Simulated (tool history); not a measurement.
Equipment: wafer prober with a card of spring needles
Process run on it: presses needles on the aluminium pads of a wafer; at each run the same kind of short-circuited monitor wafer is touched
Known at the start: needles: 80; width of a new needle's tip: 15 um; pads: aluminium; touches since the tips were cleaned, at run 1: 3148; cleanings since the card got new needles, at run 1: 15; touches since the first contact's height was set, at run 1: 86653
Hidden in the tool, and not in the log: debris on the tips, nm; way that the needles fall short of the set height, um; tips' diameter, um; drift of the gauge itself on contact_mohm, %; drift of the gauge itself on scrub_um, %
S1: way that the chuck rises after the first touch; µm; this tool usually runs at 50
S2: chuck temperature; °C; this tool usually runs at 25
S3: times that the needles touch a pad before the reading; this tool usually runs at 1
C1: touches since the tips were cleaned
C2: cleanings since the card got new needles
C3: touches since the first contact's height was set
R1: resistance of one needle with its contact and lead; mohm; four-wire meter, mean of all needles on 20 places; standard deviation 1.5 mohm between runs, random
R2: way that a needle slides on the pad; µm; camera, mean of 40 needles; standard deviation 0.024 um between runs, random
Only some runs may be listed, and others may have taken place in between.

run,hour,S1,S2,S3,C1,C2,C3,R1,R2
1,0.0,50,25,1,3148,15,86653,280,8.05
# hour 6.0: tips cleaned on abrasive film
2,6.0,36,25,1,0,16,88376,175,5.75
3,15.4,48,25,1,2762,16,91138,295,7.72
4,21.4,50,62,1,4494,16,92870,317,8.05
# hour 22.8: tips cleaned on abrasive film
5,34.0,37,25,1,3260,17,96531,401,5.91
# hour 39.6: tips cleaned on abrasive film
6,42.4,50,25,1,824,18,98973,207,8.00
7,51.7,50,25,2,3531,18,101680,238,8.03
# hour 57.2: tips cleaned on abrasive film
8,62.6,50,25,2,1580,19,104823,200,8.03
9,68.5,50,25,2,3303,19,106546,237,8.00
# hour 73.8: tips cleaned on abrasive film
10,73.8,50,25,2,0,20,108081,152,7.95
11,81.5,50,25,2,2242,20,110323,216,7.99
12,87.9,50,25,2,4121,20,112202,247,7.98
# hour 90.7: tips cleaned on abrasive film
13,93.3,50,25,2,767,21,113754,179,7.94
14,99.9,50,25,2,2681,21,115668,223,7.99
# hour 107.5: tips cleaned on abrasive film
15,109.7,32,25,1,644,22,118509,268,5.00
16,119.7,32,25,1,3567,22,121432,521,5.03
# hour 124.9: tips cleaned on abrasive film
17,129.4,47,25,1,1306,23,124238,244,7.49
18,136.3,42,79,1,3328,23,126260,356,6.64
# hour 142.5: tips cleaned on abrasive film
19,142.5,42,79,1,0,24,128051,181,6.64
20,150.4,65,96,1,2315,24,130366,226,10.43
21,158.0,65,83,3,4522,24,132573,187,10.40
# hour 160.1: tips cleaned on abrasive film
22,166.8,65,83,2,1962,25,135124,189,10.42
23,172.6,64,25,2,3649,25,136811,205,10.21
# hour 177.5: tips cleaned on abrasive film
24,181.6,64,25,2,1224,26,139430,172,10.24
25,192.7,48,95,2,4450,26,142656,262,7.65
# hour 194.1: tips cleaned on abrasive film
26,203.4,37,43,1,2705,27,145751,405,5.80
# hour 210.9: tips cleaned on abrasive film
27,215.5,31,49,2,1363,28,149280,283,4.85
28,221.9,54,49,2,3209,28,151126,223,8.57
# hour 228.1: tips cleaned on abrasive film
29,229.5,50,34,1,395,29,153324,181,7.93
30,235.0,50,34,1,2021,29,154950,259,7.91
31,240.3,50,34,1,3548,29,156477,304,7.93
# hour 245.2: tips cleaned on abrasive film
32,251.5,69,61,2,1845,30,159737,178,11.03
33,260.6,69,61,2,4507,30,162399,202,11.01
# hour 262.1: tips cleaned on abrasive film
34,268.2,69,52,1,1768,31,164582,198,11.04

Hidden condition of the tool, last listed run before each entry between runs versus first listed run after:
Runs 1 to 2: tips cleaned on abrasive film (hour 6.0)
  debris on the tips, nm: 131.7 -> 11.8; way that the needles fall short of the set height, um: 0.85 -> 0.92; tips' diameter, um: 15.3 -> 15.32
  measured less the result without the state, R1: +138 -> +24 mohm; R2: -0.14 -> -0.15 µm
Runs 4 to 5: tips cleaned on abrasive film (hour 22.8)
  debris on the tips, nm: 168.3 -> 139.5; way that the needles fall short of the set height, um: 0.92 -> 0.98; tips' diameter, um: 15.32 -> 15.34
  measured less the result without the state, R1: +169 -> +254 mohm; R2: -0.15 -> -0.16 µm
Runs 5 to 6: tips cleaned on abrasive film (hour 39.6)
  debris on the tips, nm: 139.5 -> 62.4; way that the needles fall short of the set height, um: 0.98 -> 1.02; tips' diameter, um: 15.34 -> 15.36
  measured less the result without the state, R1: +254 -> +66 mohm; R2: -0.16 -> -0.17 µm
Runs 7 to 8: tips cleaned on abrasive film (hour 57.2)
  debris on the tips, nm: 152.3 -> 93.1; way that the needles fall short of the set height, um: 1.02 -> 1.09; tips' diameter, um: 15.36 -> 15.38
  measured less the result without the state, R1: +97 -> +60 mohm; R2: -0.17 -> -0.18 µm
Runs 9 to 10: tips cleaned on abrasive film (hour 73.8)
  debris on the tips, nm: 142.8 -> 14.4; way that the needles fall short of the set height, um: 1.09 -> 1.16; tips' diameter, um: 15.38 -> 15.41
  measured less the result without the state, R1: +93 -> +10 mohm; R2: -0.18 -> -0.19 µm
Runs 12 to 13: tips cleaned on abrasive film (hour 90.7)
  debris on the tips, nm: 161.8 -> 53.1; way that the needles fall short of the set height, um: 1.16 -> 1.23; tips' diameter, um: 15.41 -> 15.43
  measured less the result without the state, R1: +105 -> +35 mohm; R2: -0.19 -> -0.20 µm
Runs 14 to 15: tips cleaned on abrasive film (hour 107.5)
  debris on the tips, nm: 123.6 -> 46.9; way that the needles fall short of the set height, um: 1.23 -> 1.27; tips' diameter, um: 15.43 -> 15.45
  measured less the result without the state, R1: +80 -> +117 mohm; R2: -0.20 -> -0.21 µm
Runs 16 to 17: tips cleaned on abrasive film (hour 124.9)
  debris on the tips, nm: 147.4 -> 82.1; way that the needles fall short of the set height, um: 1.27 -> 1.33; tips' diameter, um: 15.45 -> 15.47
  measured less the result without the state, R1: +370 -> +100 mohm; R2: -0.21 -> -0.21 µm
Runs 18 to 19: tips cleaned on abrasive film (hour 142.5)
  debris on the tips, nm: 144.7 -> 17.5; way that the needles fall short of the set height, um: 1.33 -> 1.38; tips' diameter, um: 15.47 -> 15.48
  measured less the result without the state, R1: +200 -> +25 mohm; R2: -0.22 -> -0.22 µm
Runs 21 to 22: tips cleaned on abrasive film (hour 160.1)
  debris on the tips, nm: 165.2 -> 104.3; way that the needles fall short of the set height, um: 1.38 -> 1.42; tips' diameter, um: 15.48 -> 15.5
  measured less the result without the state, R1: +38 -> +40 mohm; R2: -0.22 -> -0.24 µm
Runs 23 to 24: tips cleaned on abrasive film (hour 177.5)
  debris on the tips, nm: 151.5 -> 77.1; way that the needles fall short of the set height, um: 1.42 -> 1.49; tips' diameter, um: 15.5 -> 15.52
  measured less the result without the state, R1: +66 -> +33 mohm; R2: -0.24 -> -0.25 µm
Runs 25 to 26: tips cleaned on abrasive film (hour 194.1)
  debris on the tips, nm: 164.2 -> 135.3; way that the needles fall short of the set height, um: 1.49 -> 1.54; tips' diameter, um: 15.52 -> 15.54
  measured less the result without the state, R1: +106 -> +255 mohm; R2: -0.25 -> -0.25 µm
Runs 26 to 27: tips cleaned on abrasive film (hour 210.9)
  debris on the tips, nm: 135.3 -> 77.2; way that the needles fall short of the set height, um: 1.54 -> 1.61; tips' diameter, um: 15.54 -> 15.56
  measured less the result without the state, R1: +255 -> +125 mohm; R2: -0.25 -> -0.26 µm
Runs 28 to 29: tips cleaned on abrasive film (hour 228.1)
  debris on the tips, nm: 139.9 -> 32.4; way that the needles fall short of the set height, um: 1.61 -> 1.68; tips' diameter, um: 15.56 -> 15.59
  measured less the result without the state, R1: +78 -> +36 mohm; R2: -0.27 -> -0.27 µm
Runs 31 to 32: tips cleaned on abrasive film (hour 245.2)
  debris on the tips, nm: 145.3 -> 93.7; way that the needles fall short of the set height, um: 1.68 -> 1.74; tips' diameter, um: 15.59 -> 15.61
  measured less the result without the state, R1: +159 -> +34 mohm; R2: -0.27 -> -0.29 µm
Runs 33 to 34: tips cleaned on abrasive film (hour 262.1)
  debris on the tips, nm: 160.6 -> 92.5; way that the needles fall short of the set height, um: 1.74 -> 1.8; tips' diameter, um: 15.61 -> 15.63
  measured less the result without the state, R1: +58 -> +57 mohm; R2: -0.29 -> -0.30 µm

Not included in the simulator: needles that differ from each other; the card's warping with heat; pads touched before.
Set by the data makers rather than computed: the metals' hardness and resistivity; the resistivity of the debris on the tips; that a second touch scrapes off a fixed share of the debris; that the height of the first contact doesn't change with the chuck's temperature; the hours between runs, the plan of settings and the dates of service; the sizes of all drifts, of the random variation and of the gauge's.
